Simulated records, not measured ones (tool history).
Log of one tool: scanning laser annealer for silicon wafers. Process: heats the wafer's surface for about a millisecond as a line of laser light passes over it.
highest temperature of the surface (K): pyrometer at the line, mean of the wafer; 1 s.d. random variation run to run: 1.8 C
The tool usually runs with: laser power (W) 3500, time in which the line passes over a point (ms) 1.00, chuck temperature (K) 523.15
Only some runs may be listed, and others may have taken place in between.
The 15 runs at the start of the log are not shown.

run	hour	laser power (W)	time in which the line passes over a point (ms)	chuck temperature (K)	highest temperature of the surface (K)
16	969.8	3500	0.81	523.15	1268.15
17	1034.8	3500	1.00	523.15	1343.15
18	1095.9	3500	1.00	523.15	1346.15
19	1190.5	3500	1.00	523.15	1348.15
20	1266.1	3685	1.00	523.15	1382.15
# hour 1344.1: window over the wafer cleaned
21	1354.4	3258	1.00	545.15	1312.15
22	1425.7	3066	0.76	519.15	1157.15
23	1501.6	3247	0.87	488.15	1202.15
24	1574.2	3283	0.97	523.15	1283.15
25	1666.7	3299	0.89	513.15	1246.15
26	1714.6	3500	0.80	523.15	1262.15
27	1764.4	3500	1.07	510.15	1356.15
28	1828.4	3500	1.07	510.15	1355.15
# hour 1878.2: window over the wafer cleaned
29	1921.2	3500	1.07	510.15	1358.15
30	2007.7	3283	0.78	505.15	1191.15
31	2099.5	3500	0.97	538.15	1351.15
32	2167.0	3116	0.96	557.15	1277.15
33	2259.5	3116	0.96	557.15	1281.15
# hour 2285.9: optics aligned, line set to its width
34	2351.1	3444	1.06	551.15	1382.15
35	2393.7	3444	1.06	551.15	1382.15
# hour 2413.0: window over the wafer cleaned
36	2452.5	3452	1.00	516.15	1330.15
37	2539.4	3452	1.00	516.15	1324.15
38	2616.3	3500	1.05	523.15	1358.15
39	2707.2	3500	1.05	523.15	1364.15
40	2769.1	3245	1.05	561.15	1343.15

Branching from run 40: 4 alternative next runs. What would each branch give?
A	2860.7	3245	0.73	518.15	?
B	2860.7	3439	1.00	523.15	?
C	2860.7	3453	0.95	523.15	?
D	2860.7	3021	1.00	523.15	?

run	highest temperature of the surface (K)
A	1182.15
B	1330.15
C	1310.15
D	1236.15
Stripped of hidden state, with their random variation kept, the same runs would have yielded:
run	highest temperature of the surface (K)
A	1182.15
B	1331.15
C	1311.15
D	1237.15

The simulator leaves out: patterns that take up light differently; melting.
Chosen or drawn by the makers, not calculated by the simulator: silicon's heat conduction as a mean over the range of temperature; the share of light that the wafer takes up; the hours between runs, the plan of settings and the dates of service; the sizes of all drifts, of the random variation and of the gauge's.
